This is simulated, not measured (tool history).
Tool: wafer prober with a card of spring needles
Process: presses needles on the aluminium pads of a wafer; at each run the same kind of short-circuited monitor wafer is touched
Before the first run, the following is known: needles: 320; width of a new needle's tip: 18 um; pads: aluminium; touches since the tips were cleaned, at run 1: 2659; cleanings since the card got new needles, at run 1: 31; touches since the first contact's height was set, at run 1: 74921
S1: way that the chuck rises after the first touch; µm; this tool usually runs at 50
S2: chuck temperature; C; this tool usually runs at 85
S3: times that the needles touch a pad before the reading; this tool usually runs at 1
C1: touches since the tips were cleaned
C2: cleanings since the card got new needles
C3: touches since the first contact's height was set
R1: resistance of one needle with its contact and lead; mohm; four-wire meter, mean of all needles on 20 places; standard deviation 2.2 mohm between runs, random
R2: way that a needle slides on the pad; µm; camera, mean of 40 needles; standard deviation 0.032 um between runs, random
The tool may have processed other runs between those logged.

run 1 hour=0 | S1=50 S2=85 S3=1 | C1=2659 C2=31 C3=74921 | R1=395 R2=6.23
-- hour=23.4 tips cleaned on abrasive film
run 2 hour=32.3 | S1=50 S2=34 S3=1 | C1=2415 C2=32 C3=83734 | R1=381 R2=6.28
-- hour=56.9 tips cleaned on abrasive film
run 3 hour=61.3 | S1=50 S2=34 S3=1 | C1=1216 C2=33 C3=91674 | R1=339 R2=6.27
run 4 hour=83 | S1=50 S2=34 S3=1 | C1=7149 C2=33 C3=97607 | R1=466 R2=6.22
-- hour=90.6 tips cleaned on abrasive film
run 5 hour=98.3 | S1=50 S2=34 S3=1 | C1=2116 C2=34 C3=101789 | R1=391 R2=6.2
-- hour=123.6 tips cleaned on abrasive film
run 6 hour=128.5 | S1=50 S2=34 S3=1 | C1=1340 C2=35 C3=110019 | R1=353 R2=6.18
-- hour=132.1 height of the first contact set anew
run 7 hour=148.3 | S1=50 S2=39 S3=1 | C1=6705 C2=35 C3=4458 | R1=466 R2=6.19
-- hour=156.7 tips cleaned on abrasive film
run 8 hour=163.8 | S1=50 S2=39 S3=2 | C1=1964 C2=36 C3=8669 | R1=322 R2=6.18
run 9 hour=188.4 | S1=60 S2=39 S3=2 | C1=8698 C2=36 C3=15403 | R1=334 R2=7.5
-- hour=191.3 tips cleaned on abrasive film
run 10 hour=219.6 | S1=54 S2=35 S3=1 | C1=7770 C2=37 C3=23933 | R1=445 R2=6.7
-- hour=225.1 tips cleaned on abrasive film
run 11 hour=242 | S1=45 S2=85 S3=3 | C1=4631 C2=38 C3=30052 | R1=336 R2=5.52

For run 12, what comes out?
-- hour=259.2 tips cleaned on abrasive film
run 12 hour=267.7 | S1=45 S2=85 S3=3 | C1=2333 C2=39 C3=37049 | R1=? R2=?

R1: 317 mohm
R2: 5.57 µm
Without the tool's hidden state the same run would have given R1 252 mohm, R2 5.71 µm.

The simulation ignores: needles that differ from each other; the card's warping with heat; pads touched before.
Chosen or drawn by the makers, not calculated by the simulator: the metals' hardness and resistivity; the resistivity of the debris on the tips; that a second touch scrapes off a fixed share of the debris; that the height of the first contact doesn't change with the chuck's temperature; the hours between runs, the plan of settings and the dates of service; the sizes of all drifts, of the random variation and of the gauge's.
